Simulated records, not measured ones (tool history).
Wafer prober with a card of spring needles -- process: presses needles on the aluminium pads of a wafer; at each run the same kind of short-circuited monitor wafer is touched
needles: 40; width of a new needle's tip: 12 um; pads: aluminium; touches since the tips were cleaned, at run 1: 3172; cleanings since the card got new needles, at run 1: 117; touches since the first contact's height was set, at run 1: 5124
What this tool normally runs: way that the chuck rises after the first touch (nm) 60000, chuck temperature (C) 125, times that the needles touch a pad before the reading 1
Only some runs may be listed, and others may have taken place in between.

run    hour  way that the chuck rises after the first touch (nm)  chuck temperature (C)  times that the needles touch a pad before the reading  touches since the tips were cleaned  cleanings since the card got new needles  touches since the first contact's height was set  resistance of one needle with its contact and lead (mohm)  way that a needle slides on the pad (nm)
  1       0                                                60000                    125                                                      1                                 3172                                       117                                              5124                                                        228                                     14130
        4.7  -- tips cleaned on abrasive film
       32.2  -- tips cleaned on abrasive film
         57  -- tips cleaned on abrasive film
  2      57                                                60000                    125                                                      1                                    0                                       120                                             14309                                                        205                                     14110
       81.9  -- tips cleaned on abrasive film
      109.4  -- tips cleaned on abrasive film
  3   115.6                                                60000                    125                                                      1                                  996                                       122                                             23777                                                        214                                     14080
      137.2  -- tips cleaned on abrasive film
  4   156.4                                                60000                    125                                                      1                                 3113                                       123                                             30374                                                        234                                     14000
      162.5  -- tips cleaned on abrasive film
      191.1  -- tips cleaned on abrasive film
  5   207.4                                                41000                    125                                                      1                                 2656                                       125                                             38622                                                        271                                      9540
      218.3  -- tips cleaned on abrasive film
        245  -- tips cleaned on abrasive film
      270.7  -- tips cleaned on abrasive film
  6     286                                                41000                    125                                                      2                                 2484                                       128                                             51311                                                        243                                      9470
      295.8  -- tips cleaned on abrasive film
      324.9  -- tips cleaned on abrasive film
  7   326.1                                                41000                    125                                                      2                                  203                                       130                                             57784                                                        218                                      9410
      351.1  -- tips cleaned on abrasive film
      376.9  -- tips cleaned on abrasive film
      401.3  -- tips cleaned on abrasive film
  8   403.7                                                60000                     29                                                      1                                  396                                       133                                             70312                                                        191                                     13890
      431.4  -- tips cleaned on abrasive film
      448.6  -- tips cleaned on abrasive film, once more
  9   455.8                                                60000                     29                                                      1                                 1174                                       135                                             78724                                                        205                                     13830
      478.6  -- tips cleaned on abrasive film
      506.7  -- tips cleaned on abrasive film
 10   522.8                                                60000                     29                                                      1                                 2622                                       137                                             89558                                                        219                                     13850
      533.9  -- tips cleaned on abrasive film
      558.9  -- tips cleaned on abrasive film
      587.1  -- tips cleaned on abrasive film
 11   588.8                                                60000                     29                                                      1                                  270                                       140                                            100200                                                        190                                     13780
      614.5  -- tips cleaned on abrasive film
      641.6  -- tips cleaned on abrasive film
 12   663.1                                                60000                     29                                                      1                                 3477                                       142                                            112207                                                        232                                     13660
      669.2  -- tips cleaned on abrasive film
      696.9  -- tips cleaned on abrasive film
 13   710.6                                                77000                     91                                                      2                                 2218                                       144                                            119885                                                        204                                     17710
      721.2  -- tips cleaned on abrasive film
      746.9  -- tips cleaned on abrasive film
      773.6  -- tips cleaned on abrasive film
 14     784                                                77000                     91                                                      2                                 1682                                       147                                            131732                                                        203                                     17620
      799.7  -- tips cleaned on abrasive film
        800  -- height of the first contact set anew
      827.4  -- tips cleaned on abrasive film
 15   834.3                                                77000                     60                                                      1                                 1130                                       149                                              5552                                                        201                                     18200
      853.5  -- tips cleaned on abrasive film
      881.9  -- tips cleaned on abrasive film
      909.4  -- tips cleaned on abrasive film
 16     920                                                54000                     31                                                      3                                 1719                                       152                                             19389                                                        196                                     12660
      938.2  -- tips cleaned on abrasive film
      964.7  -- tips cleaned on abrasive film
 17   965.1                                                47000                     31                                                      1                                   67                                       154                                             26673                                                        194                                     10990
      993.2  -- tips cleaned on abrasive film
     1021.1  -- tips cleaned on abrasive film
 18  1040.1                                                47000                     31                                                      1                                 3080                                       156                                             38801                                                        251                                     10980
     1046.1  -- tips cleaned on abrasive film
     1072.5  -- tips cleaned on abrasive film
 19  1091.3                                                49000                     44                                                      3                                 3055                                       158                                             47065                                                        210                                     11370
       1101  -- tips cleaned on abrasive film
     1126.1  -- tips cleaned on abrasive film
     1154.8  -- tips cleaned on abrasive film
 20  1162.4                                                49000                     44                                                      3                                 1223                                       161                                             58532                                                        196                                     11310
     1183.2  -- tips cleaned on abrasive film
     1209.2  -- tips cleaned on abrasive film
     1237.4  -- tips cleaned on abrasive film
 21  1245.1                                                49000                     74                                                      1                                 1258                                       164                                             71902                                                        230                                     11270
     1265.5  -- tips cleaned on abrasive film
     1292.1  -- tips cleaned on abrasive film
     1320.7  -- tips cleaned on abrasive film
 22  1321.9                                                49000                     74                                                      1                                  183                                       167                                             84294                                                        209                                     11180
     1350.1  -- tips cleaned on abrasive film
     1374.8  -- tips cleaned on abrasive film
 23  1389.4                                                60000                     54                                                      2                                 2371                                       169                                             95216                                                        210                                     13780

Describe how what the log doesn't record of the tool's condition differs between the last listed run preceding each entry between runs and the first listed run following it.
Between runs 1 and 2: tips cleaned on abrasive film (hour 4.7); tips cleaned on abrasive film (hour 32.2); tips cleaned on abrasive film (hour 57)
  debris on the tips, nm: 99.1 -> 11.1; way that the needles fall short of the set height, um: 0.08 -> 0.3; tips' diameter, um: 15.11 -> 16.78
  the result without the hidden state subtracted from the measured one, resistance of one needle with its contact and lead (mohm): +30 -> +6; way that a needle slides on the pad (nm): -20 -> -70
Between runs 2 and 3: tips cleaned on abrasive film (hour 81.9); tips cleaned on abrasive film (hour 109.4)
  debris on the tips, nm: 11.1 -> 41.7; way that the needles fall short of the set height, um: 0.3 -> 0.46; tips' diameter, um: 16.78 -> 16.83
  the result without the hidden state subtracted from the measured one, resistance of one needle with its contact and lead (mohm): +6 -> +17; way that a needle slides on the pad (nm): -70 -> -110
Between runs 3 and 4: tips cleaned on abrasive film (hour 137.2)
  debris on the tips, nm: 41.7 -> 104.4; way that the needles fall short of the set height, um: 0.46 -> 0.54; tips' diameter, um: 16.83 -> 16.86
  the result without the hidden state subtracted from the measured one, resistance of one needle with its contact and lead (mohm): +17 -> +37; way that a needle slides on the pad (nm): -110 -> -130
Between runs 4 and 5: tips cleaned on abrasive film (hour 162.5); tips cleaned on abrasive film (hour 191.1)
  debris on the tips, nm: 104.4 -> 101.3; way that the needles fall short of the set height, um: 0.54 -> 0.66; tips' diameter, um: 16.86 -> 16.91
  the result without the hidden state subtracted from the measured one, resistance of one needle with its contact and lead (mohm): +37 -> +69; way that a needle slides on the pad (nm): -130 -> -160
Between runs 5 and 6: tips cleaned on abrasive film (hour 218.3); tips cleaned on abrasive film (hour 245); tips cleaned on abrasive film (hour 270.7)
  debris on the tips, nm: 101.3 -> 87.7; way that the needles fall short of the set height, um: 0.66 -> 0.91; tips' diameter, um: 16.91 -> 16.99
  the result without the hidden state subtracted from the measured one, resistance of one needle with its contact and lead (mohm): +69 -> +39; way that a needle slides on the pad (nm): -160 -> -220
Between runs 6 and 7: tips cleaned on abrasive film (hour 295.8); tips cleaned on abrasive film (hour 324.9)
  debris on the tips, nm: 87.7 -> 18.8; way that the needles fall short of the set height, um: 0.91 -> 1.05; tips' diameter, um: 16.99 -> 17.04
  the result without the hidden state subtracted from the measured one, resistance of one needle with its contact and lead (mohm): +39 -> +12; way that a needle slides on the pad (nm): -220 -> -250
Between runs 7 and 8: tips cleaned on abrasive film (hour 351.1); tips cleaned on abrasive film (hour 376.9); tips cleaned on abrasive film (hour 401.3)
  debris on the tips, nm: 18.8 -> 28.6; way that the needles fall short of the set height, um: 1.05 -> 1.28; tips' diameter, um: 17.04 -> 17.12
  the result without the hidden state subtracted from the measured one, resistance of one needle with its contact and lead (mohm): +12 -> +14; way that a needle slides on the pad (nm): -250 -> -300
Between runs 8 and 9: tips cleaned on abrasive film (hour 431.4); tips cleaned on abrasive film, once more (hour 448.6)
  debris on the tips, nm: 28.6 -> 56.8; way that the needles fall short of the set height, um: 1.28 -> 1.44; tips' diameter, um: 17.12 -> 17.18
  the result without the hidden state subtracted from the measured one, resistance of one needle with its contact and lead (mohm): +14 -> +25; way that a needle slides on the pad (nm): -300 -> -340
Between runs 9 and 10: tips cleaned on abrasive film (hour 478.6); tips cleaned on abrasive film (hour 506.7)
  debris on the tips, nm: 56.8 -> 89.2; way that the needles fall short of the set height, um: 1.44 -> 1.58; tips' diameter, um: 17.18 -> 17.23
  the result without the hidden state subtracted from the measured one, resistance of one needle with its contact and lead (mohm): +25 -> +40; way that a needle slides on the pad (nm): -340 -> -370
Between runs 10 and 11: tips cleaned on abrasive film (hour 533.9); tips cleaned on abrasive film (hour 558.9); tips cleaned on abrasive film (hour 587.1)
  debris on the tips, nm: 89.2 -> 19.6; way that the needles fall short of the set height, um: 1.58 -> 1.82; tips' diameter, um: 17.23 -> 17.31
  the result without the hidden state subtracted from the measured one, resistance of one needle with its contact and lead (mohm): +40 -> +10; way that a needle slides on the pad (nm): -370 -> -430
Between runs 11 and 12: tips cleaned on abrasive film (hour 614.5); tips cleaned on abrasive film (hour 641.6)
  debris on the tips, nm: 19.6 -> 111.6; way that the needles fall short of the set height, um: 1.82 -> 1.96; tips' diameter, um: 17.31 -> 17.36
  the result without the hidden state subtracted from the measured one, resistance of one needle with its contact and lead (mohm): +10 -> +50; way that a needle slides on the pad (nm): -430 -> -460
Between runs 12 and 13: tips cleaned on abrasive film (hour 669.2); tips cleaned on abrasive film (hour 696.9)
  debris on the tips, nm: 111.6 -> 78.3; way that the needles fall short of the set height, um: 1.96 -> 2.09; tips' diameter, um: 17.36 -> 17.41
  the result without the hidden state subtracted from the measured one, resistance of one needle with its contact and lead (mohm): +50 -> +13; way that a needle slides on the pad (nm): -460 -> -490
Between runs 13 and 14: tips cleaned on abrasive film (hour 721.2); tips cleaned on abrasive film (hour 746.9); tips cleaned on abrasive film (hour 773.6)
  debris on the tips, nm: 78.3 -> 71.7; way that the needles fall short of the set height, um: 2.09 -> 2.35; tips' diameter, um: 17.41 -> 17.5
  the result without the hidden state subtracted from the measured one, resistance of one needle with its contact and lead (mohm): +13 -> +13; way that a needle slides on the pad (nm): -490 -> -560
Between runs 14 and 15: tips cleaned on abrasive film (hour 799.7); height of the first contact set anew (hour 800); tips cleaned on abrasive film (hour 827.4)
  debris on the tips, nm: 71.7 -> 52.5; way that the needles fall short of the set height, um: 2.35 -> 0.09; tips' diameter, um: 17.5 -> 17.56
  the result without the hidden state subtracted from the measured one, resistance of one needle with its contact and lead (mohm): +13 -> +15; way that a needle slides on the pad (nm): -560 -> -20
Between runs 15 and 16: tips cleaned on abrasive film (hour 853.5); tips cleaned on abrasive film (hour 881.9); tips cleaned on abrasive film (hour 909.4)
  debris on the tips, nm: 52.5 -> 73.1; way that the needles fall short of the set height, um: 0.09 -> 0.3; tips' diameter, um: 17.56 -> 17.63
  the result without the hidden state subtracted from the measured one, resistance of one needle with its contact and lead (mohm): +15 -> +16; way that a needle slides on the pad (nm): -20 -> -70
Between runs 16 and 17: tips cleaned on abrasive film (hour 938.2); tips cleaned on abrasive film (hour 964.7)
  debris on the tips, nm: 73.1 -> 15.7; way that the needles fall short of the set height, um: 0.3 -> 0.49; tips' diameter, um: 17.63 -> 17.7
  the result without the hidden state subtracted from the measured one, resistance of one needle with its contact and lead (mohm): +16 -> +13; way that a needle slides on the pad (nm): -70 -> -120
Between runs 17 and 18: tips cleaned on abrasive film (hour 993.2); tips cleaned on abrasive film (hour 1021.1)
  debris on the tips, nm: 15.7 -> 104.6; way that the needles fall short of the set height, um: 0.49 -> 0.64; tips' diameter, um: 17.7 -> 17.75
  the result without the hidden state subtracted from the measured one, resistance of one needle with its contact and lead (mohm): +13 -> +69; way that a needle slides on the pad (nm): -120 -> -150
Between runs 18 and 19: tips cleaned on abrasive film (hour 1046.1); tips cleaned on abrasive film (hour 1072.5)
  debris on the tips, nm: 104.6 -> 104.7; way that the needles fall short of the set height, um: 0.64 -> 0.82; tips' diameter, um: 17.75 -> 17.82
  the result without the hidden state subtracted from the measured one, resistance of one needle with its contact and lead (mohm): +69 -> +25; way that a needle slides on the pad (nm): -150 -> -200
Between runs 19 and 20: tips cleaned on abrasive film (hour 1101); tips cleaned on abrasive film (hour 1126.1); tips cleaned on abrasive film (hour 1154.8)
  debris on the tips, nm: 104.7 -> 58.1; way that the needles fall short of the set height, um: 0.82 -> 1.05; tips' diameter, um: 17.82 -> 17.9
  the result without the hidden state subtracted from the measured one, resistance of one needle with its contact and lead (mohm): +25 -> +16; way that a needle slides on the pad (nm): -200 -> -250
Between runs 20 and 21: tips cleaned on abrasive film (hour 1183.2); tips cleaned on abrasive film (hour 1209.2); tips cleaned on abrasive film (hour 1237.4)
  debris on the tips, nm: 58.1 -> 60.1; way that the needles fall short of the set height, um: 1.05 -> 1.27; tips' diameter, um: 17.9 -> 17.97
  the result without the hidden state subtracted from the measured one, resistance of one needle with its contact and lead (mohm): +16 -> +38; way that a needle slides on the pad (nm): -250 -> -300
Between runs 21 and 22: tips cleaned on abrasive film (hour 1265.5); tips cleaned on abrasive film (hour 1292.1); tips cleaned on abrasive film (hour 1320.7)
  debris on the tips, nm: 60.1 -> 21.5; way that the needles fall short of the set height, um: 1.27 -> 1.5; tips' diameter, um: 17.97 -> 18.05
  the result without the hidden state subtracted from the measured one, resistance of one needle with its contact and lead (mohm): +38 -> +17; way that a needle slides on the pad (nm): -300 -> -360
Between runs 22 and 23: tips cleaned on abrasive film (hour 1350.1); tips cleaned on abrasive film (hour 1374.8)
  debris on the tips, nm: 21.5 -> 90.7; way that the needles fall short of the set height, um: 1.5 -> 1.69; tips' diameter, um: 18.05 -> 18.12
  the result without the hidden state subtracted from the measured one, resistance of one needle with its contact and lead (mohm): +17 -> +26; way that a needle slides on the pad (nm): -360 -> -400

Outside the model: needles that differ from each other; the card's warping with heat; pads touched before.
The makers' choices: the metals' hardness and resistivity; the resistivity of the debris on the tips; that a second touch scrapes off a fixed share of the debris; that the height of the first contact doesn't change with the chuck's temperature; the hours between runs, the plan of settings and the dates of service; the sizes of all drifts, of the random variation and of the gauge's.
